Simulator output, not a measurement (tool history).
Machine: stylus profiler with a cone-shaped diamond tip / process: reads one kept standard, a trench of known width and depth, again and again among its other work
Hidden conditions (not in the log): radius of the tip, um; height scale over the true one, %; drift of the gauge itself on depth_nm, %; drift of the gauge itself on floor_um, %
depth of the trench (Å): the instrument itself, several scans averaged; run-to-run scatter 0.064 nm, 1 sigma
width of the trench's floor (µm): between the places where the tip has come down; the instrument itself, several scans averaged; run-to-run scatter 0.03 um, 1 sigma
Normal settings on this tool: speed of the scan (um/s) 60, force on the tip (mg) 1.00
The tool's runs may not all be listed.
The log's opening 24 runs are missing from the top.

| run | day | speed of the scan (um/s) | force on the tip (mg) | scans with this tip | hours of work since the height scale was calibrated | depth of the trench (Å) | width of the trench's floor (µm) |
|---|---|---|---|---|---|---|---|
| 25 | 38.704 | 73 | 0.35 | 3533 | 76 | 1002.2 | 97.38 |
| 26 | 41.262 | 23 | 1.95 | 3956 | 105 | 1005.4 | 98.18 |
| 27 | 43.371 | 230 | 1.36 | 4304 | 129 | 1004.3 | 96.73 |
| 28 | 45.408 | 230 | 1.36 | 4641 | 153 | 1003.9 | 96.68 |
| 29 | 47.379 | 209 | 0.34 | 4966 | 175 | 1001.2 | 95.45 |
| 30 | 49.112 | 125 | 1.00 | 5253 | 195 | 1003.4 | 97.23 |
| 31 | 51.229 | 125 | 1.00 | 5602 | 220 | 1003.7 | 97.29 |
| 32 | 53.317 | 32 | 1.46 | 5947 | 244 | 1002.8 | 97.96 |

Here are 3 independent what-if runs from the current tool condition. What would each one return?
| A | 55.042 | 32 | 0.44 | 6232 | 264 | ? | ? |
| B | 55.042 | 60 | 1.57 | 6232 | 264 | ? | ? |
| C | 55.042 | 38 | 0.42 | 6232 | 264 | ? | ? |

| run | depth of the trench (Å) | width of the trench's floor (µm) |
|---|---|---|
| A | 1002.4 | 97.80 |
| B | 1004.5 | 97.83 |
| C | 1001.8 | 97.79 |
With no hidden state in the tool, these same runs would have given:
| run | depth of the trench (Å) | width of the trench's floor (µm) |
|---|---|---|
| A | 1003.0 | 98.22 |
| B | 1005.2 | 98.25 |
| C | 1002.5 | 98.21 |

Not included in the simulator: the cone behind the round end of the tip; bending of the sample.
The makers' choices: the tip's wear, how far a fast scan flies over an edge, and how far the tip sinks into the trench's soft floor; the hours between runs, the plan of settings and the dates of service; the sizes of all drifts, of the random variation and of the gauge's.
